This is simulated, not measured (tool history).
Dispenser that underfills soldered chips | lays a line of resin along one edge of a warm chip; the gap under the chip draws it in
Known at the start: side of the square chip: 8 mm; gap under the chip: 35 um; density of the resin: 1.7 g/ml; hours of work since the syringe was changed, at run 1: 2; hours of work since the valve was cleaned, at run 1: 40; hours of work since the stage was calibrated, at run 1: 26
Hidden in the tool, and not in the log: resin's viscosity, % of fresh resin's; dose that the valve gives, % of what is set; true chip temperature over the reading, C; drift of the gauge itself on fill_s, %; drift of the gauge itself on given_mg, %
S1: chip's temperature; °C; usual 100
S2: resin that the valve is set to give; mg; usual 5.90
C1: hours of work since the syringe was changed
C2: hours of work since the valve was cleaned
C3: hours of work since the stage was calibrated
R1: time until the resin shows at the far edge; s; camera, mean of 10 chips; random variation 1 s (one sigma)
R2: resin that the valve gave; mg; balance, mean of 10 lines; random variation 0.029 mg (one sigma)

run     day   S1    S2  C1  C2   C3     R1    R2
  1   0.000  100  5.90   2  40   26  102.0  5.61
      0.258  -- new syringe of resin
  2   0.421  100  5.90   3  46   32  104.9  5.64
      0.633  -- new syringe of resin
  3   0.688  100  5.90   1  50   36   98.1  5.62
      1.025  -- new syringe of resin
  4   1.038  100  5.90   0  55   41   96.5  5.54
      1.438  -- new syringe of resin
  5   1.475  113  5.90   1  62   48   68.6  5.54
      1.817  -- new syringe of resin
  6   1.821  113  5.90   0  67   53   68.0  5.49
      2.029  -- dispensing valve cleaned and set on the balance
  7   2.188  113  5.90   5   2   58   83.7  5.90
      2.225  -- new syringe of resin
      2.604  -- new syringe of resin
  8   2.700  113  5.90   2  10   66   70.0  5.86
      3.017  -- new syringe of resin
  9   3.188  113  5.90   3  18   74   77.4  5.81
      3.400  -- new syringe of resin
 10   3.658  113  5.90   4  25   81   79.1  5.75
      3.796  -- new syringe of resin
 11   3.946  113  5.90   2  29   85   72.8  5.72
      4.171  -- new syringe of resin
 12   4.217  113  5.90   1  33   89   70.9  5.77
      4.538  -- new syringe of resin
 13   4.538  100  6.82   0  38   94   94.4  6.58
      4.921  -- new syringe of resin
 14   5.129  100  5.38   3  47  103  111.5  5.13
      5.288  -- new syringe of resin
 15   5.533  110  5.90   4  53  109   84.7  5.66
      5.696  -- new syringe of resin
 16   5.871  110  5.90   3  58  114   81.3  5.58
      6.088  -- new syringe of resin
 17   6.388  100  5.53   5  66  122  118.1  5.20
      6.467  -- new syringe of resin
      6.662  -- dispensing valve cleaned and set on the balance
      6.883  -- new syringe of resin
 18   6.929   89  5.78   1   4  130  137.8  5.72
      7.275  -- new syringe of resin
 19   7.354   89  5.78   1  10  136  135.3  5.70
      7.642  -- new syringe of resin
 20   7.833  114  6.96   3  18  144   73.9  6.85
      8.017  -- new syringe of resin
 21   8.183   93  5.86   3  23  149  129.9  5.78
      8.404  -- new syringe of resin
 22   8.625   89  6.60   3  30  156  150.3  6.36
      8.775  -- new syringe of resin
 23   8.992  100  5.29   3  35  161  111.7  5.12
      9.146  -- new syringe of resin
 24   9.425  107  5.90   4  42  168   92.5  5.67
      9.546  -- new syringe of resin
 25   9.733   97  6.07   3  47  172  117.3  5.79
      9.917  -- new syringe of resin
     10.283  -- new syringe of resin
 26  10.283   97  6.07   0  55  181  107.0  5.70
     10.675  -- new syringe of resin
 27  10.842   97  6.07   3  64  189  119.1  5.71
     11.054  -- new syringe of resin
 28  11.125  110  5.13   1  68  194   79.9  4.81
     11.346  -- dispensing valve cleaned and set on the balance
     11.500  -- new syringe of resin
 29  11.617  110  5.13   2   4  200   82.6  5.11
     11.867  -- new syringe of resin
 30  12.075  107  6.20   3  11  207   88.6  6.11
     12.271  -- new syringe of resin
 31  12.571  111  6.58   5  19  215   82.5  6.40
     12.671  -- new syringe of resin
     13.033  -- new syringe of resin
 32  13.033   85  7.31   0  26  222  146.0  7.17

How the hidden state differs across the entries between the runs, from the last listed run before each to the first after it:
Between runs 1 and 2: new syringe of resin (day 0.258)
  resin's viscosity, % of fresh resin's: 107.5 -> 109.9; dose that the valve gives, % of what is set: 95.9 -> 95.33; true chip temperature over the reading, C: 0.03 -> 0.01
  measured less the result without the state, R1: +7.7 -> +10.1 s; R2: -0.24 -> -0.27 mg
Between runs 2 and 3: new syringe of resin (day 0.633)
  resin's viscosity, % of fresh resin's: 109.9 -> 102.3; dose that the valve gives, % of what is set: 95.33 -> 94.97; true chip temperature over the reading, C: 0.01 -> 0
  measured less the result without the state, R1: +10.1 -> +2.9 s; R2: -0.27 -> -0.30 mg
Between runs 3 and 4: new syringe of resin (day 1.025)
  resin's viscosity, % of fresh resin's: 102.3 -> 101.7; dose that the valve gives, % of what is set: 94.97 -> 94.47; true chip temperature over the reading, C: 0 -> -0.01
  measured less the result without the state, R1: +2.9 -> +2.5 s; R2: -0.30 -> -0.33 mg
Between runs 4 and 5: new syringe of resin (day 1.438)
  dose that the valve gives, % of what is set: 94.47 -> 93.82; true chip temperature over the reading, C: -0.01 -> -0.03
  measured less the result without the state, R1: +2.5 -> +1.9 s; R2: -0.33 -> -0.36 mg
Between runs 5 and 6: new syringe of resin (day 1.817)
  resin's viscosity, % of fresh resin's: 101.7 -> 102.1; dose that the valve gives, % of what is set: 93.82 -> 93.33; true chip temperature over the reading, C: -0.03 -> -0.04
  measured less the result without the state, R1: +1.9 -> +2.2 s; R2: -0.36 -> -0.39 mg
Between runs 6 and 7: dispensing valve cleaned and set on the balance (day 2.029)
  resin's viscosity, % of fresh resin's: 102.1 -> 123.8; dose that the valve gives, % of what is set: 93.33 -> 99.9; true chip temperature over the reading, C: -0.04 -> -0.06
  measured less the result without the state, R1: +2.2 -> +16.2 s; R2: -0.39 -> -0.01 mg
Between runs 7 and 8: new syringe of resin (day 2.225); new syringe of resin (day 2.604)
  resin's viscosity, % of fresh resin's: 123.8 -> 105; dose that the valve gives, % of what is set: 99.9 -> 99.15; true chip temperature over the reading, C: -0.06 -> -0.08
  measured less the result without the state, R1: +16.2 -> +3.6 s; R2: -0.01 -> -0.05 mg
Between runs 8 and 9: new syringe of resin (day 3.017)
  resin's viscosity, % of fresh resin's: 105 -> 113.3; dose that the valve gives, % of what is set: 99.15 -> 98.47; true chip temperature over the reading, C: -0.08 -> -0.1
  measured less the result without the state, R1: +3.6 -> +9.3 s; R2: -0.05 -> -0.09 mg
Between runs 9 and 10: new syringe of resin (day 3.400)
  resin's viscosity, % of fresh resin's: 113.3 -> 118.3; dose that the valve gives, % of what is set: 98.47 -> 97.78; true chip temperature over the reading, C: -0.1 -> -0.12
  measured less the result without the state, R1: +9.3 -> +12.6 s; R2: -0.09 -> -0.13 mg
Between runs 10 and 11: new syringe of resin (day 3.796)
  resin's viscosity, % of fresh resin's: 118.3 -> 109.1; dose that the valve gives, % of what is set: 97.78 -> 97.32; true chip temperature over the reading, C: -0.12 -> -0.13
  measured less the result without the state, R1: +12.6 -> +6.6 s; R2: -0.13 -> -0.15 mg
Between runs 11 and 12: new syringe of resin (day 4.171)
  resin's viscosity, % of fresh resin's: 109.1 -> 102.5; dose that the valve gives, % of what is set: 97.32 -> 96.97; true chip temperature over the reading, C: -0.13 -> -0.14
  measured less the result without the state, R1: +6.6 -> +2.3 s; R2: -0.15 -> -0.18 mg
Between runs 12 and 13: new syringe of resin (day 4.538)
  resin's viscosity, % of fresh resin's: 102.5 -> 99.8; dose that the valve gives, % of what is set: 96.97 -> 96.52; true chip temperature over the reading, C: -0.14 -> -0.15
  measured less the result without the state, R1: +2.3 -> +0.4 s; R2: -0.18 -> -0.23 mg
Between runs 13 and 14: new syringe of resin (day 4.921)
  resin's viscosity, % of fresh resin's: 99.8 -> 114.1; dose that the valve gives, % of what is set: 96.52 -> 95.65; true chip temperature over the reading, C: -0.15 -> -0.18
  measured less the result without the state, R1: +0.4 -> +15.4 s; R2: -0.23 -> -0.23 mg
Between runs 14 and 15: new syringe of resin (day 5.288)
  resin's viscosity, % of fresh resin's: 114.1 -> 116.2; dose that the valve gives, % of what is set: 95.65 -> 95.13; true chip temperature over the reading, C: -0.18 -> -0.2
  measured less the result without the state, R1: +15.4 -> +12.8 s; R2: -0.23 -> -0.29 mg
Between runs 15 and 16: new syringe of resin (day 5.696)
  resin's viscosity, % of fresh resin's: 116.2 -> 111.7; dose that the valve gives, % of what is set: 95.13 -> 94.62; true chip temperature over the reading, C: -0.2 -> -0.21
  measured less the result without the state, R1: +12.8 -> +9.5 s; R2: -0.29 -> -0.32 mg
Between runs 16 and 17: new syringe of resin (day 6.088)
  resin's viscosity, % of fresh resin's: 111.7 -> 120.1; dose that the valve gives, % of what is set: 94.62 -> 93.86; true chip temperature over the reading, C: -0.21 -> -0.23
  measured less the result without the state, R1: +9.5 -> +21.7 s; R2: -0.32 -> -0.34 mg
Between runs 17 and 18: new syringe of resin (day 6.467); dispensing valve cleaned and set on the balance (day 6.662); new syringe of resin (day 6.883)
  resin's viscosity, % of fresh resin's: 120.1 -> 104.4; dose that the valve gives, % of what is set: 93.86 -> 99.35; true chip temperature over the reading, C: -0.23 -> -0.25
  measured less the result without the state, R1: +21.7 -> +6.9 s; R2: -0.34 -> -0.04 mg
Between runs 18 and 19: new syringe of resin (day 7.275)
  resin's viscosity, % of fresh resin's: 104.4 -> 103.7; dose that the valve gives, % of what is set: 99.35 -> 98.7; true chip temperature over the reading, C: -0.25 -> -0.27
  measured less the result without the state, R1: +6.9 -> +6.1 s; R2: -0.04 -> -0.07 mg
Between runs 19 and 20: new syringe of resin (day 7.642)
  resin's viscosity, % of fresh resin's: 103.7 -> 113; dose that the valve gives, % of what is set: 98.7 -> 97.97; true chip temperature over the reading, C: -0.27 -> -0.29
  measured less the result without the state, R1: +6.1 -> +9.1 s; R2: -0.07 -> -0.14 mg
Between runs 20 and 21: new syringe of resin (day 8.017)
  resin's viscosity, % of fresh resin's: 113 -> 110.8; dose that the valve gives, % of what is set: 97.97 -> 97.55; true chip temperature over the reading, C: -0.29 -> -0.3
  measured less the result without the state, R1: +9.1 -> +14.1 s; R2: -0.14 -> -0.14 mg
Between runs 21 and 22: new syringe of resin (day 8.404)
  resin's viscosity, % of fresh resin's: 110.8 -> 114.7; dose that the valve gives, % of what is set: 97.55 -> 96.86; true chip temperature over the reading, C: -0.3 -> -0.32
  measured less the result without the state, R1: +14.1 -> +20.8 s; R2: -0.14 -> -0.20 mg
Between runs 22 and 23: new syringe of resin (day 8.775)
  resin's viscosity, % of fresh resin's: 114.7 -> 113.5; dose that the valve gives, % of what is set: 96.86 -> 96.36; true chip temperature over the reading, C: -0.32 -> -0.34
  measured less the result without the state, R1: +20.8 -> +15.2 s; R2: -0.20 -> -0.20 mg
Between runs 23 and 24: new syringe of resin (day 9.146)
  resin's viscosity, % of fresh resin's: 113.5 -> 117.1; dose that the valve gives, % of what is set: 96.36 -> 95.63; true chip temperature over the reading, C: -0.34 -> -0.36
  measured less the result without the state, R1: +15.2 -> +14.8 s; R2: -0.20 -> -0.25 mg
Between runs 24 and 25: new syringe of resin (day 9.546)
  resin's viscosity, % of fresh resin's: 117.1 -> 111.5; dose that the valve gives, % of what is set: 95.63 -> 95.19; true chip temperature over the reading, C: -0.36 -> -0.37
  measured less the result without the state, R1: +14.8 -> +14.0 s; R2: -0.25 -> -0.29 mg
Between runs 25 and 26: new syringe of resin (day 9.917); new syringe of resin (day 10.283)
  resin's viscosity, % of fresh resin's: 111.5 -> 100.2; dose that the valve gives, % of what is set: 95.19 -> 94.35; true chip temperature over the reading, C: -0.37 -> -0.39
  measured less the result without the state, R1: +14.0 -> +2.2 s; R2: -0.29 -> -0.34 mg
Between runs 26 and 27: new syringe of resin (day 10.675)
  resin's viscosity, % of fresh resin's: 100.2 -> 111.9; dose that the valve gives, % of what is set: 94.35 -> 93.53; true chip temperature over the reading, C: -0.39 -> -0.42
  measured less the result without the state, R1: +2.2 -> +14.9 s; R2: -0.34 -> -0.39 mg
Between runs 27 and 28: new syringe of resin (day 11.054)
  resin's viscosity, % of fresh resin's: 111.9 -> 104.4; dose that the valve gives, % of what is set: 93.53 -> 93.13; true chip temperature over the reading, C: -0.42 -> -0.43
  measured less the result without the state, R1: +14.9 -> +5.8 s; R2: -0.39 -> -0.35 mg
Between runs 28 and 29: dispensing valve cleaned and set on the balance (day 11.346); new syringe of resin (day 11.500)
  resin's viscosity, % of fresh resin's: 104.4 -> 107.7; dose that the valve gives, % of what is set: 93.13 -> 99.53; true chip temperature over the reading, C: -0.43 -> -0.45
  measured less the result without the state, R1: +5.8 -> +6.9 s; R2: -0.35 -> -0.02 mg
Between runs 29 and 30: new syringe of resin (day 11.867)
  resin's viscosity, % of fresh resin's: 107.7 -> 113.7; dose that the valve gives, % of what is set: 99.53 -> 98.95; true chip temperature over the reading, C: -0.45 -> -0.46
  measured less the result without the state, R1: +6.9 -> +11.8 s; R2: -0.02 -> -0.07 mg
Between runs 30 and 31: new syringe of resin (day 12.271)
  resin's viscosity, % of fresh resin's: 113.7 -> 120.2; dose that the valve gives, % of what is set: 98.95 -> 98.29; true chip temperature over the reading, C: -0.46 -> -0.48
  measured less the result without the state, R1: +11.8 -> +14.8 s; R2: -0.07 -> -0.11 mg
Between runs 31 and 32: new syringe of resin (day 12.671); new syringe of resin (day 13.033)
  resin's viscosity, % of fresh resin's: 120.2 -> 98.8; dose that the valve gives, % of what is set: 98.29 -> 97.67; true chip temperature over the reading, C: -0.48 -> -0.5
  measured less the result without the state, R1: +14.8 -> +0.5 s; R2: -0.11 -> -0.17 mg
